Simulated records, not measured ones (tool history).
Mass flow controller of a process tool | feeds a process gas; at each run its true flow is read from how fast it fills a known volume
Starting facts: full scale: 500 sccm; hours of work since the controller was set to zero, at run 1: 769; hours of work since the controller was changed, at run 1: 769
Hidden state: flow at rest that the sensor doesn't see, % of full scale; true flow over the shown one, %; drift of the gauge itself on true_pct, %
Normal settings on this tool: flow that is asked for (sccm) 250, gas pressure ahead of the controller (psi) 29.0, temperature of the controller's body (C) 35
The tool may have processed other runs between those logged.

run    hour  flow that is asked for (sccm)  gas pressure ahead of the controller (psi)  temperature of the controller's body (C)  hours of work since the controller was set to zero  hours of work since the controller was changed  true flow (%)
  1     0.0                            250                                        29.0                                        35                                                 769                                             769          98.86
  2   101.7                            250                                        29.0                                        35                                                 807                                             807          98.80
  3   195.7                            250                                        29.0                                        35                                                 842                                             842          98.82
  4   287.8                            250                                        29.0                                        35                                                 877                                             877          98.81
  5   406.9                             82                                        29.0                                        35                                                 922                                             922          96.79
  6   506.5                             82                                        29.0                                        35                                                 960                                             960          96.76
  7   621.1                            250                                        29.0                                        35                                                1003                                            1003          98.83
  8   721.3                            250                                        29.0                                        35                                                1041                                            1041          98.66
  9   806.2                            250                                        29.0                                        35                                                1073                                            1073          98.80
 10   899.7                            250                                        29.0                                        35                                                1108                                            1108          98.76
 11   982.7                            250                                        29.0                                        35                                                1140                                            1140          98.66
 12  1089.2                             86                                        29.0                                        35                                                1180                                            1180          96.73
 13  1168.7                             86                                        29.0                                        23                                                1210                                            1210          96.43
 14  1221.2                            250                                        29.0                                        35                                                1230                                            1230          98.72
 15  1291.9                            250                                        21.2                                        35                                                1256                                            1256          98.62
 16  1357.3                            250                                        21.2                                        24                                                1281                                            1281          98.56
 17  1414.4                            250                                        21.2                                        24                                                1303                                            1303          98.43
 18  1478.3                            129                                        20.9                                        33                                                1327                                            1327          97.34
     1484.7  -- controller's zero set anew
 19  1580.6                            129                                        20.9                                        33                                                  36                                            1365          96.86
 20  1699.6                            250                                        36.0                                        29                                                  81                                            1410          98.48
     1738.6  -- controller's zero set anew, once more
 21  1815.1                            250                                        36.0                                        29                                                  29                                            1453          99.29
 22  1923.5                            250                                        36.0                                        29                                                  70                                            1494          99.22
 23  2002.6                            250                                        20.5                                        35                                                 100                                            1524          99.22
 24  2065.2                            250                                        20.5                                        35                                                 123                                            1548          99.29
 25  2173.5                             60                                        26.3                                        26                                                 164                                            1589          97.51
 26  2286.7                             60                                        26.3                                        26                                                 207                                            1631          97.42
 27  2382.3                             60                                        24.4                                        31                                                 243                                            1668          97.41
 28  2474.9                            108                                        38.1                                        35                                                 278                                            1702          98.27
 29  2588.4                            108                                        38.1                                        35                                                 321                                            1745          98.11
 30  2662.8                            108                                        21.0                                        35                                                 349                                            1773          98.06
 31  2723.3                            108                                        21.0                                        35                                                 372                                            1796          97.99
 32  2814.9                            291                                        34.1                                        29                                                 406                                            1831          99.46
 33  2920.6                            117                                        25.8                                        37                                                 446                                            1871          98.14
 34  3026.2                            117                                        25.8                                        37                                                 486                                            1911          98.00

The same runs without the tool's hidden state, with the same run-to-run variation:
run  true flow (%)
  1          98.68
  2          98.61
  3          98.64
  4          98.64
  5          97.44
  6          97.45
  7          98.67
  8          98.50
  9          98.64
 10          98.60
 11          98.50
 12          97.56
 13          97.29
 14          98.58
 15          98.48
 16          98.41
 17          98.29
 18          97.74
 19          97.70
 20          98.57
 21          98.60
 22          98.54
 23          98.54
 24          98.61
 25          97.20
 26          97.18
 27          97.23
 28          97.82
 29          97.69
 30          97.65
 31          97.60
 32          98.78
 33          97.75
 34          97.64
